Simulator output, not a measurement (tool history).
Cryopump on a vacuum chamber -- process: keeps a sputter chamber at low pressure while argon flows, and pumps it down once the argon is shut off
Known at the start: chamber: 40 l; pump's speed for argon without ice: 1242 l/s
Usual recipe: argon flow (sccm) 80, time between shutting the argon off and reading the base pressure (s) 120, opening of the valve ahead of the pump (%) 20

run     day  argon flow (sccm)  time between shutting the argon off and reading the base pressure (s)  opening of the valve ahead of the pump (%)  pressure while argon flows (Pa)  pressure after the wait (uPa)
  1       0                 80                                                                    120                                          20                           0.5491                           3.96
  2   0.629                 80                                                                    120                                          20                           0.5464                           3.98
  3   1.342                 80                                                                    120                                          20                             0.55                           3.82
  4   1.904                 76                                                                    120                                          20                           0.5172                           4.09
  5   2.475                 76                                                                    120                                          20                           0.5228                           4.17
  6   2.804                 76                                                                    120                                          20                           0.5211                           4.01
  7   3.158                 46                                                                    120                                          20                           0.3151                           4.08
  8   3.533                 46                                                                    120                                          20                           0.3165                           4.04
      4.196  -- leaking fittings of the chamber tightened, without venting
  9   4.212                 46                                                                    120                                          20                           0.3126                           1.07
 10   4.758                 46                                                                    120                                          20                           0.3139                           1.05
 11   5.346                 46                                                                    120                                          20                           0.3146                           1.11
 12   5.658                 80                                                                    120                                          20                           0.5478                           1.11
 13   6.412                 80                                                                    120                                          20                           0.5499                           1.13
 14   7.167                 80                                                                    120                                          20                           0.5496                           1.16
 15   7.588                 80                                                                    120                                          20                           0.5473                           1.18
 16     7.9                 80                                                                    120                                          30                           0.3678                           1.24
 17   8.254                 80                                                                    120                                          30                           0.3684                           1.21
 18   8.838                 80                                                                    119                                          30                           0.3692                           1.29
 19   9.483                 80                                                                    119                                          25                           0.4432                           1.24
 20  10.058                 74                                                                    151                                          38                           0.2699                           1.13
 21  10.638                146                                                                     61                                          28                           0.7226                           2.07
 22  11.083                127                                                                    193                                          38                           0.4675                           1.08
 23  11.496                135                                                                     57                                          38                           0.4964                            2.2
 24      12                 33                                                                     29                                          20                           0.2287                           3.72
 25  12.425                115                                                                     83                                          49                           0.3293                           1.76
 26  13.088                115                                                                     83                                          49                           0.3301                           1.77
 27  13.446                 67                                                                    133                                          16                           0.5741                           1.35
 28  13.862                120                                                                    120                                          20                           0.8293                           1.43
 29  14.312                120                                                                    120                                          20                           0.8305                            1.5
 30  14.792                 76                                                                    117                                          20                           0.5238                           1.56
 31  15.375                 80                                                                    120                                          47                           0.2414                           1.54
 32  16.088                146                                                                    120                                          47                           0.4387                           1.59
 33  16.746                 80                                                                     49                                          28                           0.3977                           2.73

5 ways to go on from here, each from the tool as it stands after run 33. What would each give?
  A  17.129                 79                                                                     22                                          24                                ?                              ?
  B  17.129                 94                                                                    125                                          28                                ?                              ?
  C  17.129                 80                                                                    120                                          29                                ?                              ?
  D  17.129                 80                                                                    126                                          28                                ?                              ?
  E  17.129                 80                                                                     49                                          28                                ?                              ?

run  pressure while argon flows (Pa)  pressure after the wait (uPa)
  A                           0.4584                           5.16
  B                           0.4661                           1.61
  C                           0.3862                           1.65
  D                           0.3988                           1.65
  E                           0.3979                           2.85
What these runs would have given with no unlogged condition in the tool:
run  pressure while argon flows (Pa)  pressure after the wait (uPa)
  A                           0.4485                           4.55
  B                           0.4545                              1
  C                           0.3762                           1.04
  D                           0.3888                           1.03
  E                            0.388                           2.22

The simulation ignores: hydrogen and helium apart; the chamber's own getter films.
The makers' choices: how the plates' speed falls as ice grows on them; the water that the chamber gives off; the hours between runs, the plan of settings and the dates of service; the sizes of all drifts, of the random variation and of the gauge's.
